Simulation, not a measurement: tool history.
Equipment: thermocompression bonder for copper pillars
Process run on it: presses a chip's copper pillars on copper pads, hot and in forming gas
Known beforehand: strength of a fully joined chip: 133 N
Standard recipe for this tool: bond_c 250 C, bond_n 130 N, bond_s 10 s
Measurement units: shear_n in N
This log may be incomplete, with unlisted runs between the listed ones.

run	hour	bond_c	bond_n	bond_s	shear_n
1	0.0	250	130	10	51.0
2	7.2	250	130	10	50.5
3	12.7	250	130	10	52.2
4	23.0	272	130	10	63.6
5	28.4	272	130	10	62.8
6	40.0	272	130	10	62.4
7	50.9	250	130	10	51.3
8	57.8	250	130	10	51.9
9	67.7	250	130	10	51.0
10	80.2	250	130	10	51.0
11	86.6	250	130	10	50.4
12	98.8	250	130	10	50.0
13	110.0	250	130	10	50.2
14	118.5	227	130	10	39.9
15	125.7	252	130	10	51.0
16	135.7	246	130	10	47.5
17	145.2	258	130	10	53.0
18	157.0	250	130	9	47.2
19	169.9	250	130	9	48.4
20	181.2	250	130	10	50.2
21	190.6	264	130	13	62.8
22	200.7	221	170	9	41.1
23	209.0	245	84	5	25.5
24	220.4	275	158	6	59.1
25	227.5	275	158	6	58.5
26	233.6	275	179	6	63.7
27	241.4	252	84	9	35.4
# hour 244.3: heater calibrated with a thermocouple chip
28	252.8	252	84	9	35.1
29	261.5	225	88	15	32.5

Run 30 comes next. What will it give?
30	267.7	268	115	19	?

Run 30 produced shear_n 68.3 N.
Take away the tool's hidden state, keep the run-to-run variation as it was, and the same run would have given shear_n 74.6 N.
